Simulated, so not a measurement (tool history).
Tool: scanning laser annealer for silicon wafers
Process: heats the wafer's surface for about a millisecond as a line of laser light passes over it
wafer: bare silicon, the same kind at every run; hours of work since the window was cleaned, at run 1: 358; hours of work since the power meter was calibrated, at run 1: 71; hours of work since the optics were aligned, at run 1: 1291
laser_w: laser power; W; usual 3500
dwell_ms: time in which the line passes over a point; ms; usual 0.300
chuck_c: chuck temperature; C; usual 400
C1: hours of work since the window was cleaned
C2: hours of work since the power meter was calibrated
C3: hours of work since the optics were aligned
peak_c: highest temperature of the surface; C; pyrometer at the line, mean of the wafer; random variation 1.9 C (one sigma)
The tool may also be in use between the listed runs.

{"run": 1, "hour": 0.0, "laser_w": 3500, "dwell_ms": 0.3, "chuck_c": 400, "C1": 358, "C2": 71, "C3": 1291, "peak_c": 1125}
{"hour": 10.7, "done": "optics aligned, line set to its width"}
{"run": 2, "hour": 70.1, "laser_w": 3500, "dwell_ms": 0.3, "chuck_c": 401, "C1": 387, "C2": 100, "C3": 27, "peak_c": 1141}
{"run": 3, "hour": 125.8, "laser_w": 3500, "dwell_ms": 0.3, "chuck_c": 401, "C1": 412, "C2": 125, "C3": 52, "peak_c": 1137}
{"run": 4, "hour": 163.0, "laser_w": 3500, "dwell_ms": 0.3, "chuck_c": 430, "C1": 428, "C2": 141, "C3": 68, "peak_c": 1165}
{"run": 5, "hour": 220.6, "laser_w": 3500, "dwell_ms": 0.3, "chuck_c": 430, "C1": 454, "C2": 167, "C3": 94, "peak_c": 1163}
{"run": 6, "hour": 277.0, "laser_w": 3500, "dwell_ms": 0.285, "chuck_c": 400, "C1": 479, "C2": 192, "C3": 119, "peak_c": 1117}
{"run": 7, "hour": 358.7, "laser_w": 3500, "dwell_ms": 0.285, "chuck_c": 400, "C1": 516, "C2": 229, "C3": 156, "peak_c": 1112}
{"run": 8, "hour": 416.2, "laser_w": 3500, "dwell_ms": 0.285, "chuck_c": 400, "C1": 542, "C2": 255, "C3": 181, "peak_c": 1110}
{"run": 9, "hour": 463.8, "laser_w": 3500, "dwell_ms": 0.285, "chuck_c": 400, "C1": 563, "C2": 276, "C3": 203, "peak_c": 1111}
{"run": 10, "hour": 548.9, "laser_w": 3500, "dwell_ms": 0.258, "chuck_c": 400, "C1": 601, "C2": 314, "C3": 241, "peak_c": 1081}
{"run": 11, "hour": 609.2, "laser_w": 3545, "dwell_ms": 0.3, "chuck_c": 400, "C1": 628, "C2": 341, "C3": 268, "peak_c": 1130}
{"run": 12, "hour": 660.2, "laser_w": 3034, "dwell_ms": 0.3, "chuck_c": 400, "C1": 651, "C2": 364, "C3": 291, "peak_c": 1018}
{"run": 13, "hour": 716.0, "laser_w": 3034, "dwell_ms": 0.3, "chuck_c": 400, "C1": 676, "C2": 389, "C3": 316, "peak_c": 1015}
{"run": 14, "hour": 782.0, "laser_w": 3500, "dwell_ms": 0.3, "chuck_c": 400, "C1": 705, "C2": 418, "C3": 345, "peak_c": 1117}
{"run": 15, "hour": 838.4, "laser_w": 3500, "dwell_ms": 0.269, "chuck_c": 400, "C1": 730, "C2": 443, "C3": 370, "peak_c": 1086}
{"run": 16, "hour": 891.8, "laser_w": 3500, "dwell_ms": 0.3, "chuck_c": 408, "C1": 754, "C2": 467, "C3": 394, "peak_c": 1121}
{"run": 17, "hour": 929.3, "laser_w": 3500, "dwell_ms": 0.3, "chuck_c": 408, "C1": 771, "C2": 484, "C3": 411, "peak_c": 1123}
{"hour": 936.3, "done": "window over the wafer cleaned"}
{"run": 18, "hour": 981.5, "laser_w": 3500, "dwell_ms": 0.3, "chuck_c": 432, "C1": 20, "C2": 507, "C3": 433, "peak_c": 1190}
{"run": 19, "hour": 1042.8, "laser_w": 3500, "dwell_ms": 0.3, "chuck_c": 399, "C1": 48, "C2": 534, "C3": 461, "peak_c": 1154}
{"run": 20, "hour": 1098.3, "laser_w": 3500, "dwell_ms": 0.3, "chuck_c": 399, "C1": 72, "C2": 559, "C3": 486, "peak_c": 1152}
{"run": 21, "hour": 1170.3, "laser_w": 3500, "dwell_ms": 0.264, "chuck_c": 363, "C1": 105, "C2": 591, "C3": 518, "peak_c": 1072}
{"run": 22, "hour": 1238.9, "laser_w": 3406, "dwell_ms": 0.321, "chuck_c": 362, "C1": 135, "C2": 622, "C3": 549, "peak_c": 1113}
{"run": 23, "hour": 1322.4, "laser_w": 3500, "dwell_ms": 0.3, "chuck_c": 410, "C1": 173, "C2": 659, "C3": 586, "peak_c": 1157}
{"run": 24, "hour": 1365.7, "laser_w": 3500, "dwell_ms": 0.218, "chuck_c": 439, "C1": 192, "C2": 678, "C3": 605, "peak_c": 1085}
{"run": 25, "hour": 1400.3, "laser_w": 3816, "dwell_ms": 0.299, "chuck_c": 400, "C1": 208, "C2": 694, "C3": 621, "peak_c": 1214}
{"run": 26, "hour": 1476.5, "laser_w": 3816, "dwell_ms": 0.299, "chuck_c": 400, "C1": 242, "C2": 728, "C3": 655, "peak_c": 1209}
{"run": 27, "hour": 1534.4, "laser_w": 3696, "dwell_ms": 0.346, "chuck_c": 388, "C1": 268, "C2": 754, "C3": 681, "peak_c": 1222}
{"run": 28, "hour": 1595.8, "laser_w": 3696, "dwell_ms": 0.346, "chuck_c": 374, "C1": 295, "C2": 781, "C3": 708, "peak_c": 1206}
{"run": 29, "hour": 1658.7, "laser_w": 3696, "dwell_ms": 0.346, "chuck_c": 374, "C1": 323, "C2": 810, "C3": 736, "peak_c": 1205}
{"run": 30, "hour": 1694.3, "laser_w": 3696, "dwell_ms": 0.24, "chuck_c": 384, "C1": 339, "C2": 825, "C3": 752, "peak_c": 1093}
{"run": 31, "hour": 1749.9, "laser_w": 3696, "dwell_ms": 0.24, "chuck_c": 384, "C1": 364, "C2": 850, "C3": 777, "peak_c": 1088}
{"run": 32, "hour": 1812.9, "laser_w": 3655, "dwell_ms": 0.3, "chuck_c": 381, "C1": 392, "C2": 879, "C3": 805, "peak_c": 1148}
{"run": 33, "hour": 1892.9, "laser_w": 3655, "dwell_ms": 0.3, "chuck_c": 381, "C1": 428, "C2": 914, "C3": 841, "peak_c": 1144}
{"run": 34, "hour": 1933.2, "laser_w": 3655, "dwell_ms": 0.24, "chuck_c": 381, "C1": 446, "C2": 932, "C3": 859, "peak_c": 1074}
{"run": 35, "hour": 1971.9, "laser_w": 3670, "dwell_ms": 0.3, "chuck_c": 364, "C1": 463, "C2": 950, "C3": 877, "peak_c": 1126}
{"run": 36, "hour": 2022.7, "laser_w": 3334, "dwell_ms": 0.3, "chuck_c": 385, "C1": 486, "C2": 972, "C3": 899, "peak_c": 1074}
{"run": 37, "hour": 2093.6, "laser_w": 3441, "dwell_ms": 0.239, "chuck_c": 385, "C1": 518, "C2": 1004, "C3": 931, "peak_c": 1029}
{"run": 38, "hour": 2155.3, "laser_w": 3842, "dwell_ms": 0.294, "chuck_c": 385, "C1": 545, "C2": 1032, "C3": 959, "peak_c": 1176}
{"run": 39, "hour": 2237.5, "laser_w": 3842, "dwell_ms": 0.294, "chuck_c": 385, "C1": 582, "C2": 1068, "C3": 995, "peak_c": 1172}
{"run": 40, "hour": 2306.9, "laser_w": 3842, "dwell_ms": 0.294, "chuck_c": 385, "C1": 613, "C2": 1100, "C3": 1026, "peak_c": 1170}

Forecast each of these 4 alternatives for the next run:
{"run": "A", "hour": 2376.5, "laser_w": 3536, "dwell_ms": 0.25, "chuck_c": 438, "C1": 644, "C2": 1131, "C3": 1058, "peak_c": "?"}
{"run": "B", "hour": 2376.5, "laser_w": 3614, "dwell_ms": 0.232, "chuck_c": 422, "C1": 644, "C2": 1131, "C3": 1058, "peak_c": "?"}
{"run": "C", "hour": 2376.5, "laser_w": 3790, "dwell_ms": 0.216, "chuck_c": 417, "C1": 644, "C2": 1131, "C3": 1058, "peak_c": "?"}
{"run": "D", "hour": 2376.5, "laser_w": 3152, "dwell_ms": 0.3, "chuck_c": 400, "C1": 644, "C2": 1131, "C3": 1058, "peak_c": "?"}

run=A peak_c=1106
run=B peak_c=1083
run=C peak_c=1091
run=D peak_c=1039
Without the tool's hidden state the same runs would have given:
run=A peak_c=1152
run=B peak_c=1128
run=C peak_c=1137
run=D peak_c=1083
